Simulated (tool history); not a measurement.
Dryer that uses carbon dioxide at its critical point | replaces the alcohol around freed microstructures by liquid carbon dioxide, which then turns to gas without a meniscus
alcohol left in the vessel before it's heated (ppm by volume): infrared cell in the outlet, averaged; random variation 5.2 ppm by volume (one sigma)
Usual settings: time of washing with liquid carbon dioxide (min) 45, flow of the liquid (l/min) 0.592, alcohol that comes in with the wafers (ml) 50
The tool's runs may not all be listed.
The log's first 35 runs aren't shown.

run,hour,time of washing with liquid carbon dioxide (min),flow of the liquid (l/min),alcohol that comes in with the wafers (ml),hours of work since the filter was changed,hours of work since the purifier's bed was changed,alcohol left in the vessel before it's heated (ppm by volume)
36,361.0,59,0.409,50,222,278,308
37,366.8,40,0.592,28,224,280,225
38,376.7,49,0.755,40,228,283,79
39,388.6,57,0.371,69,232,287,662
40,397.3,45,0.885,50,235,290,79
41,408.5,45,0.726,91,238,294,189
42,416.0,59,0.510,71,241,297,222
43,423.8,59,0.510,71,244,299,212
44,437.0,47,0.985,33,248,304,69

Forecast each of these 3 alternatives for the next run:
A,449.3,38,0.500,74,252,308,?
B,449.3,38,0.592,50,252,308,?
C,449.3,29,0.985,33,252,308,?

run,alcohol left in the vessel before it's heated (ppm by volume)
A,1003
B,429
C,148
Without the tool's hidden state the same runs would have given:
run,alcohol left in the vessel before it's heated (ppm by volume)
A,602
B,217
C,46
